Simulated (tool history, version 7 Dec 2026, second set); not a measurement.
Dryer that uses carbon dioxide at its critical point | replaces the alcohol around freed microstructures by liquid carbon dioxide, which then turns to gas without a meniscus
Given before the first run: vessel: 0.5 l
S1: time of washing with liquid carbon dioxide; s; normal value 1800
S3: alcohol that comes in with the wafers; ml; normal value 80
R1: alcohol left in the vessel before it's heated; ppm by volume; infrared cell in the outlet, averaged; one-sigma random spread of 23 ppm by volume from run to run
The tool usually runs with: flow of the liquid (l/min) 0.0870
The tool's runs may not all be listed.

{"run": 1, "day": 0.0, "S1": 1800, "flow of the liquid (l/min)": 0.087, "S3": 80, "R1": 1640}
{"run": 2, "day": 1.283, "S1": 1920, "flow of the liquid (l/min)": 0.087, "S3": 80, "R1": 1250}
{"run": 3, "day": 2.9, "S1": 1920, "flow of the liquid (l/min)": 0.087, "S3": 80, "R1": 1319}
{"run": 4, "day": 4.567, "S1": 1920, "flow of the liquid (l/min)": 0.087, "S3": 80, "R1": 1360}
{"run": 5, "day": 5.508, "S1": 1800, "flow of the liquid (l/min)": 0.087, "S3": 51, "R1": 1234}
{"run": 6, "day": 7.367, "S1": 1500, "flow of the liquid (l/min)": 0.087, "S3": 51, "R1": 2545}
{"run": 7, "day": 8.708, "S1": 1500, "flow of the liquid (l/min)": 0.087, "S3": 51, "R1": 2566}
{"run": 8, "day": 10.162, "S1": 1800, "flow of the liquid (l/min)": 0.086, "S3": 43, "R1": 1270}
{"run": 9, "day": 11.575, "S1": 2580, "flow of the liquid (l/min)": 0.087, "S3": 64, "R1": 383}
{"run": 10, "day": 12.521, "S1": 1680, "flow of the liquid (l/min)": 0.0777, "S3": 33, "R1": 1990}
{"run": 11, "day": 13.9, "S1": 1740, "flow of the liquid (l/min)": 0.0928, "S3": 80, "R1": 2056}
{"run": 12, "day": 15.488, "S1": 2760, "flow of the liquid (l/min)": 0.144, "S3": 87, "R1": 173}

4 ways to go on from here, each from the tool as it stands after run 12. What would each give?
{"run": "A", "day": 16.917, "S1": 1800, "flow of the liquid (l/min)": 0.0897, "S3": 87, "R1": "?"}
{"run": "B", "day": 16.917, "S1": 1860, "flow of the liquid (l/min)": 0.1434, "S3": 87, "R1": "?"}
{"run": "C", "day": 16.917, "S1": 1320, "flow of the liquid (l/min)": 0.067, "S3": 87, "R1": "?"}
{"run": "D", "day": 16.917, "S1": 1680, "flow of the liquid (l/min)": 0.1376, "S3": 73, "R1": "?"}

run=A R1=2507
run=B R1=302
run=C R1=16685
run=D R1=451
What these runs would have given with no unlogged condition in the tool:
run=A R1=1412
run=B R1=55
run=C R1=12553
run=D R1=132
